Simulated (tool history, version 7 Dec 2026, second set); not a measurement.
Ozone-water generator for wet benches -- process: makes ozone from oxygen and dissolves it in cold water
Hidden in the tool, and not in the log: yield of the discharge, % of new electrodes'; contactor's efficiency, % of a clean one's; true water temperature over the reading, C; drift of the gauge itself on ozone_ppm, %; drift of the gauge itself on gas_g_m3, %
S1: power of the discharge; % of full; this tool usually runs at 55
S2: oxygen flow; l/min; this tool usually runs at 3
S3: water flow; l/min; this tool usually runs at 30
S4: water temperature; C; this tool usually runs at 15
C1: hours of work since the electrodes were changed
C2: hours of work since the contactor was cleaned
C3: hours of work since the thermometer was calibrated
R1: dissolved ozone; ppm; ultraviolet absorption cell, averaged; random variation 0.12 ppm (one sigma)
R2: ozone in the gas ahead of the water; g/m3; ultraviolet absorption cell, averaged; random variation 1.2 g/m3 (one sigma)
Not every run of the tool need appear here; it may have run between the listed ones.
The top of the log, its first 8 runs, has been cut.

Run 9, hour 286.1: usual settings; C1 1446; C2 6446; C3 1082. Result: R1 10.3 ppm, R2 220.5 g/m3.
Run 10, hour 316.8: usual settings but S3 32 l/min; C1 1471; C2 6470; C3 1107. Result: R1 9.7 ppm, R2 221.8 g/m3.
Run 11, hour 351.9: usual settings but S3 32 l/min; C1 1499; C2 6498; C3 1135. Result: R1 9.8 ppm, R2 220.7 g/m3.
Run 12, hour 396.8: usual settings but S3 35 l/min; C1 1535; C2 6534; C3 1170. Result: R1 8.6 ppm, R2 221.4 g/m3.
Run 13, hour 418.9: usual settings but S1 78 % of full, S3 35 l/min; C1 1552; C2 6551; C3 1188. Result: R1 11.3 ppm, R2 280.6 g/m3.
Run 14, hour 444.2: usual settings but S1 78 % of full, S3 35 l/min; C1 1572; C2 6572; C3 1208. Result: R1 11.2 ppm, R2 286.9 g/m3.
Run 15, hour 469.2: usual settings but S1 78 % of full, S3 35 l/min; C1 1592; C2 6592; C3 1228. Result: R1 11.3 ppm, R2 286.8 g/m3.
Run 16, hour 497.3: usual settings but S1 78 % of full, S3 35 l/min; C1 1615; C2 6614; C3 1251. Result: R1 11.2 ppm, R2 281.9 g/m3.
Run 17, hour 529.7: usual settings but S1 78 % of full, S3 35 l/min; C1 1640; C2 6640; C3 1276. Result: R1 11.2 ppm, R2 283.7 g/m3.
Run 18, hour 563: usual settings but S1 78 % of full, S3 35 l/min; C1 1667; C2 6666; C3 1303. Result: R1 11.1 ppm, R2 287.5 g/m3.
Run 19, hour 590.3: usual settings but S1 78 % of full, S3 35 l/min; C1 1689; C2 6688; C3 1325. Result: R1 11.2 ppm, R2 283.2 g/m3.
Run 20, hour 613.2: usual settings but S3 19 l/min; C1 1707; C2 6706; C3 1343. Result: R1 16 ppm, R2 221.7 g/m3.
Run 21, hour 658.8: usual settings but S2 2.59 l/min, S3 23 l/min, S4 8 C; C1 1743; C2 6743; C3 1379. Result: R1 13.8 ppm, R2 236.4 g/m3.
At hour 663: water thermometer calibrated.
Run 22, hour 698.9: usual settings but S3 21 l/min, S4 13 C; C1 1775; C2 6774; C3 29. Result: R1 15 ppm, R2 219.4 g/m3.
Run 23, hour 727.4: usual settings but S1 42 % of full, S2 4.37 l/min, S3 33 l/min, S4 13 C; C1 1798; C2 6797; C3 51. Result: R1 8.2 ppm, R2 147 g/m3.
At hour 762.1: water thermometer calibrated, once more.
Run 24, hour 774.6: usual settings but S1 42 % of full, S2 4.37 l/min, S3 23 l/min, S4 22 C; C1 1835; C2 6834; C3 10. Result: R1 10.6 ppm, R2 147.5 g/m3.
Run 25, hour 803.8: usual settings but S1 42 % of full, S2 4.37 l/min, S3 23 l/min, S4 22 C; C1 1858; C2 6857; C3 33. Result: R1 10.9 ppm, R2 145.5 g/m3.
Run 26, hour 835.7: usual settings but S1 42 % of full, S2 2.4 l/min, S3 23 l/min, S4 10 C; C1 1883; C2 6883; C3 59. Result: R1 10.9 ppm, R2 204.5 g/m3.
Run 27, hour 863.6: usual settings but S1 42 % of full, S2 3.94 l/min, S3 38 l/min, S4 18 C; C1 1906; C2 6905; C3 81. Result: R1 6.8 ppm, R2 155.4 g/m3.
At hour 906.3: contactor cleaned.
Run 28, hour 908.2: usual settings but S1 42 % of full, S2 3.94 l/min, S3 38 l/min, S4 18 C; C1 1938; C2 2; C3 113. Result: R1 7 ppm, R2 155.6 g/m3.
Run 29, hour 942.1: usual settings but S1 62 % of full, S2 1.74 l/min; C1 1965; C2 29; C3 140. Result: R1 9.8 ppm, R2 321.8 g/m3.
Run 30, hour 986.7: usual settings but S3 48 l/min, S4 9 C; C1 2001; C2 64; C3 176. Result: R1 6.3 ppm, R2 220 g/m3.
Run 31, hour 1015: usual settings but S1 74 % of full, S3 31 l/min; C1 2023; C2 87; C3 198. Result: R1 12.5 ppm, R2 272 g/m3.
Run 32, hour 1051.5: usual settings but S1 74 % of full, S3 31 l/min; C1 2052; C2 116; C3 227. Result: R1 12.4 ppm, R2 270.9 g/m3.
Run 33, hour 1093.3: usual settings but S1 50 % of full, S2 2.04 l/min, S3 25 l/min, S4 11 C; C1 2085; C2 149; C3 261. Result: R1 11.1 ppm, R2 252.6 g/m3.

What if the next run were any one of these 4? Each begins from the tool's condition after run 33:
Run A, hour 1127.5: usual settings but S1 64 % of full, S2 3.7 l/min, S3 25 l/min, S4 12 C; C1 2113; C2 176; C3 288. Result: R1 ?, R2 ?.
Run B, hour 1127.5: usual settings but S1 82 % of full, S2 2.04 l/min, S3 35 l/min; C1 2113; C2 176; C3 288. Result: R1 ?, R2 ?.
Run C, hour 1127.5: usual settings but S2 4.6 l/min, S3 39 l/min, S4 11 C; C1 2113; C2 176; C3 288. Result: R1 ?, R2 ?.
Run D, hour 1127.5: usual settings but S1 50 % of full, S2 2.04 l/min, S3 35 l/min, S4 11 C; C1 2113; C2 176; C3 288. Result: R1 ?, R2 ?.

run    R1     R2
  A  15.1  217.7
  B  10.6  358.7
  C     9  174.2
  D   7.8  252.7
Without the tool's unlogged condition, the same runs would have read:
run    R1     R2
  A  15.8  226.4
  B  11.1  375.7
  C   9.4  180.3
  D   8.1  260.7

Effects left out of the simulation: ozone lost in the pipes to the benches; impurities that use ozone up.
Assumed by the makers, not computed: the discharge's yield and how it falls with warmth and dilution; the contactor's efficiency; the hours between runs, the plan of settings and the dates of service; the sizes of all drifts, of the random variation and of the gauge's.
